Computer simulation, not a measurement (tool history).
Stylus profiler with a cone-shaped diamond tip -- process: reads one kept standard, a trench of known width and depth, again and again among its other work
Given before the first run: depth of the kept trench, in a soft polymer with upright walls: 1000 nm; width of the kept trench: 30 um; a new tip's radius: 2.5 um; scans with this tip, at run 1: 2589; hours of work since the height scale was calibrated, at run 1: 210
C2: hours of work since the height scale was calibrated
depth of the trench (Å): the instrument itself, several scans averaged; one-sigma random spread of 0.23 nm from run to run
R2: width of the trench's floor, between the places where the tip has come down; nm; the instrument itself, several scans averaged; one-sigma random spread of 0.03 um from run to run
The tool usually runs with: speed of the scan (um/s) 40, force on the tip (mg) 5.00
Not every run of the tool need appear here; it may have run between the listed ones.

{"run": 1, "hour": 0.0, "speed of the scan (um/s)": 40, "force on the tip (mg)": 5.0, "scans with this tip": 2589, "C2": 210, "depth of the trench (Å)": 10118.3, "R2": 25210}
{"run": 2, "hour": 87.1, "speed of the scan (um/s)": 40, "force on the tip (mg)": 3.62, "scans with this tip": 3391, "C2": 276, "depth of the trench (Å)": 10093.8, "R2": 25020}
{"run": 3, "hour": 144.7, "speed of the scan (um/s)": 40, "force on the tip (mg)": 3.62, "scans with this tip": 3922, "C2": 319, "depth of the trench (Å)": 10089.2, "R2": 24930}
{"run": 4, "hour": 206.6, "speed of the scan (um/s)": 40, "force on the tip (mg)": 5.0, "scans with this tip": 4492, "C2": 365, "depth of the trench (Å)": 10114.6, "R2": 24820}
{"run": 5, "hour": 280.9, "speed of the scan (um/s)": 40, "force on the tip (mg)": 5.0, "scans with this tip": 5177, "C2": 421, "depth of the trench (Å)": 10107.6, "R2": 24710}
{"run": 6, "hour": 343.2, "speed of the scan (um/s)": 40, "force on the tip (mg)": 5.0, "scans with this tip": 5750, "C2": 467, "depth of the trench (Å)": 10110.8, "R2": 24610}
{"run": 7, "hour": 457.9, "speed of the scan (um/s)": 40, "force on the tip (mg)": 5.0, "scans with this tip": 6806, "C2": 553, "depth of the trench (Å)": 10101.9, "R2": 24410}
{"run": 8, "hour": 537.6, "speed of the scan (um/s)": 40, "force on the tip (mg)": 5.0, "scans with this tip": 7541, "C2": 613, "depth of the trench (Å)": 10101.0, "R2": 24290}
{"run": 9, "hour": 628.5, "speed of the scan (um/s)": 105, "force on the tip (mg)": 5.0, "scans with this tip": 8378, "C2": 681, "depth of the trench (Å)": 10100.2, "R2": 23860}
{"run": 10, "hour": 695.4, "speed of the scan (um/s)": 105, "force on the tip (mg)": 5.0, "scans with this tip": 8994, "C2": 731, "depth of the trench (Å)": 10098.5, "R2": 23740}
{"run": 11, "hour": 790.9, "speed of the scan (um/s)": 105, "force on the tip (mg)": 5.0, "scans with this tip": 9874, "C2": 803, "depth of the trench (Å)": 10090.6, "R2": 23640}
{"run": 12, "hour": 866.5, "speed of the scan (um/s)": 105, "force on the tip (mg)": 5.0, "scans with this tip": 10570, "C2": 859, "depth of the trench (Å)": 10093.3, "R2": 23520}
{"run": 13, "hour": 983.3, "speed of the scan (um/s)": 105, "force on the tip (mg)": 5.0, "scans with this tip": 11646, "C2": 947, "depth of the trench (Å)": 10086.5, "R2": 23350}
{"run": 14, "hour": 1095.1, "speed of the scan (um/s)": 40, "force on the tip (mg)": 2.8, "scans with this tip": 12675, "C2": 1030, "depth of the trench (Å)": 10049.4, "R2": 23400}
{"run": 15, "hour": 1153.0, "speed of the scan (um/s)": 40, "force on the tip (mg)": 2.8, "scans with this tip": 13209, "C2": 1074, "depth of the trench (Å)": 10042.3, "R2": 23310}
{"run": 16, "hour": 1247.5, "speed of the scan (um/s)": 40, "force on the tip (mg)": 2.8, "scans with this tip": 14080, "C2": 1145, "depth of the trench (Å)": 10043.6, "R2": 23180}
{"run": 17, "hour": 1328.0, "speed of the scan (um/s)": 40, "force on the tip (mg)": 2.8, "scans with this tip": 14821, "C2": 1205, "depth of the trench (Å)": 10038.1, "R2": 23160}
{"run": 18, "hour": 1428.3, "speed of the scan (um/s)": 40, "force on the tip (mg)": 2.8, "scans with this tip": 15745, "C2": 1280, "depth of the trench (Å)": 10032.7, "R2": 22970}
{"run": 19, "hour": 1550.4, "speed of the scan (um/s)": 34, "force on the tip (mg)": 1.88, "scans with this tip": 16869, "C2": 1371, "depth of the trench (Å)": 10014.5, "R2": 22820}
{"run": 20, "hour": 1603.2, "speed of the scan (um/s)": 16, "force on the tip (mg)": 3.64, "scans with this tip": 17356, "C2": 1411, "depth of the trench (Å)": 10042.3, "R2": 22910}
{"hour": 1653.7, "done": "new tip fitted, height scale calibrated"}
{"run": 21, "hour": 1714.2, "speed of the scan (um/s)": 72, "force on the tip (mg)": 13.15, "scans with this tip": 557, "C2": 45, "depth of the trench (Å)": 10236.1, "R2": 25630}
{"run": 22, "hour": 1816.4, "speed of the scan (um/s)": 72, "force on the tip (mg)": 13.15, "scans with this tip": 1498, "C2": 122, "depth of the trench (Å)": 10231.6, "R2": 25410}
{"run": 23, "hour": 1872.8, "speed of the scan (um/s)": 16, "force on the tip (mg)": 12.62, "scans with this tip": 2018, "C2": 164, "depth of the trench (Å)": 10225.0, "R2": 25460}
{"run": 24, "hour": 1954.4, "speed of the scan (um/s)": 40, "force on the tip (mg)": 10.8, "scans with this tip": 2769, "C2": 225, "depth of the trench (Å)": 10196.4, "R2": 25290}
{"run": 25, "hour": 2065.8, "speed of the scan (um/s)": 40, "force on the tip (mg)": 10.8, "scans with this tip": 3796, "C2": 309, "depth of the trench (Å)": 10197.4, "R2": 25030}
{"run": 26, "hour": 2182.9, "speed of the scan (um/s)": 40, "force on the tip (mg)": 10.8, "scans with this tip": 4874, "C2": 396, "depth of the trench (Å)": 10192.0, "R2": 24740}
{"run": 27, "hour": 2278.3, "speed of the scan (um/s)": 40, "force on the tip (mg)": 10.8, "scans with this tip": 5752, "C2": 468, "depth of the trench (Å)": 10191.7, "R2": 24660}
{"run": 28, "hour": 2373.1, "speed of the scan (um/s)": 40, "force on the tip (mg)": 10.8, "scans with this tip": 6626, "C2": 539, "depth of the trench (Å)": 10181.7, "R2": 24510}
{"run": 29, "hour": 2449.0, "speed of the scan (um/s)": 19, "force on the tip (mg)": 5.1, "scans with this tip": 7325, "C2": 595, "depth of the trench (Å)": 10098.9, "R2": 24410}
{"run": 30, "hour": 2544.6, "speed of the scan (um/s)": 19, "force on the tip (mg)": 5.1, "scans with this tip": 8205, "C2": 667, "depth of the trench (Å)": 10093.9, "R2": 24190}
{"run": 31, "hour": 2604.8, "speed of the scan (um/s)": 19, "force on the tip (mg)": 5.1, "scans with this tip": 8760, "C2": 712, "depth of the trench (Å)": 10091.3, "R2": 24190}
{"run": 32, "hour": 2721.5, "speed of the scan (um/s)": 12, "force on the tip (mg)": 5.11, "scans with this tip": 9835, "C2": 799, "depth of the trench (Å)": 10096.2, "R2": 24010}
{"run": 33, "hour": 2818.3, "speed of the scan (um/s)": 110, "force on the tip (mg)": 2.36, "scans with this tip": 10727, "C2": 872, "depth of the trench (Å)": 10038.2, "R2": 23310}

How the hidden state differs across the entries between the runs, from the last listed run before each to the first after it:
Logged between run 20 and run 21: new tip fitted, height scale calibrated (hour 1653.7)
  radius of the tip, um: 6.63 -> 2.7; height scale over the true one, %: -0.555 -> -0.032
  measured value less the no-hidden-state value, depth of the trench (Å): -56.1 -> -3.3; R2: -3000 -> -200 nm
